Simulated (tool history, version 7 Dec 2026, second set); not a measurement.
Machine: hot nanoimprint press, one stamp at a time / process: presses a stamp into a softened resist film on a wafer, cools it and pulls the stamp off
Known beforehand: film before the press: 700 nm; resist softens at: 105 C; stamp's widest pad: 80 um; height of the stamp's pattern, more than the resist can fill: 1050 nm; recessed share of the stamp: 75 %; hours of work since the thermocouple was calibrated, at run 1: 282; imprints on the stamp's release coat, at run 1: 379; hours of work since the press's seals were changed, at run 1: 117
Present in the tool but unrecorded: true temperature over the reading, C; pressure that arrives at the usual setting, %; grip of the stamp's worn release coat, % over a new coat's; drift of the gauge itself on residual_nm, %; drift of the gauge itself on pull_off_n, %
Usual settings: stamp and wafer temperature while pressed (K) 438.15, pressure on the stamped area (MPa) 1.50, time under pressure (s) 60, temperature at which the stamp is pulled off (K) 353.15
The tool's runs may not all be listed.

run,hour,stamp and wafer temperature while pressed (K),pressure on the stamped area (MPa),time under pressure (s),temperature at which the stamp is pulled off (K),hours of work since the thermocouple was calibrated,imprints on the stamp's release coat,hours of work since the press's seals were changed,resist left under the stamp's widest pad (angstrom),greatest force while the stamp is pulled off (N)
1,0.0,438.15,1.50,60,353.15,282,379,117,3796,218
2,46.2,438.15,1.50,60,354.15,312,477,147,3818,210
3,132.0,442.15,1.50,60,354.15,369,660,203,3156,214
4,187.8,442.15,1.05,60,354.15,405,779,240,3861,219
5,261.2,438.15,1.50,60,353.15,453,935,288,3891,227
6,299.2,438.15,1.50,60,353.15,478,1016,313,3957,230
7,364.0,437.15,1.50,60,353.15,521,1154,355,4156,244
# hour 419.2: plate thermocouple calibrated
8,459.3,437.15,1.50,60,360.15,26,1351,416,4397,204
9,535.4,437.15,1.50,60,360.15,76,1513,466,4453,215
10,624.1,438.15,1.50,60,353.15,134,1702,524,4288,264
# hour 652.1: plate thermocouple calibrated, once more
11,707.8,438.15,1.50,60,348.15,37,1873,577,3686,280
# hour 792.1: stamp cleaned and given a new release coat
12,806.6,438.15,1.50,60,348.15,97,31,638,3677,220
13,881.5,438.15,1.50,60,353.15,147,191,687,3707,208
14,930.9,438.15,1.50,60,353.15,179,296,719,3770,215
15,975.9,438.15,2.23,60,353.15,208,392,749,3055,209
16,1027.0,432.15,1.46,61,361.15,242,501,783,5044,171
17,1080.3,432.15,1.46,61,361.15,277,614,817,5017,170
18,1173.5,438.15,1.68,60,353.15,338,812,879,3687,221
19,1265.8,448.15,1.34,60,353.15,399,1009,939,2572,234
20,1345.1,438.15,1.42,46,353.15,451,1178,991,4432,232
21,1414.0,438.15,1.42,38,344.15,496,1325,1036,4619,305
22,1496.8,440.15,1.50,84,353.15,550,1501,1091,3355,253
# hour 1512.3: plate thermocouple calibrated
23,1584.3,440.15,1.50,84,353.15,47,1681,1146,3012,241
24,1655.6,427.15,1.50,31,346.15,94,1833,1193,6298,292
25,1699.9,427.15,1.50,31,346.15,123,1927,1222,6350,310
26,1749.4,427.15,1.50,31,346.15,156,2033,1254,6341,296
# hour 1763.0: stamp cleaned and given a new release coat
# hour 1802.9: press's hydraulic seals changed and the load cell set to zero
27,1847.1,427.15,1.50,31,346.15,210,162,29,6273,251
28,1926.9,441.15,1.98,60,340.15,263,332,81,2805,281
29,1969.3,441.15,1.98,60,340.15,291,422,109,2824,287

Here are 4 independent what-if runs from the current tool condition. What would each one return?
A,2055.4,441.15,1.98,94,340.15,347,606,166,?,?
B,2055.4,438.15,1.49,60,353.15,347,606,166,?,?
C,2055.4,432.15,1.98,106,340.15,347,606,166,?,?
D,2055.4,438.15,1.07,73,340.15,347,606,166,?,?

run,resist left under the stamp's widest pad (angstrom),greatest force while the stamp is pulled off (N)
A,2435,303
B,3847,234
C,3846,301
D,4242,295
Without the tool's hidden state the same runs would have given:
run,resist left under the stamp's widest pad (angstrom),greatest force while the stamp is pulled off (N)
A,2243,273
B,3582,209
C,3543,272
D,3978,266
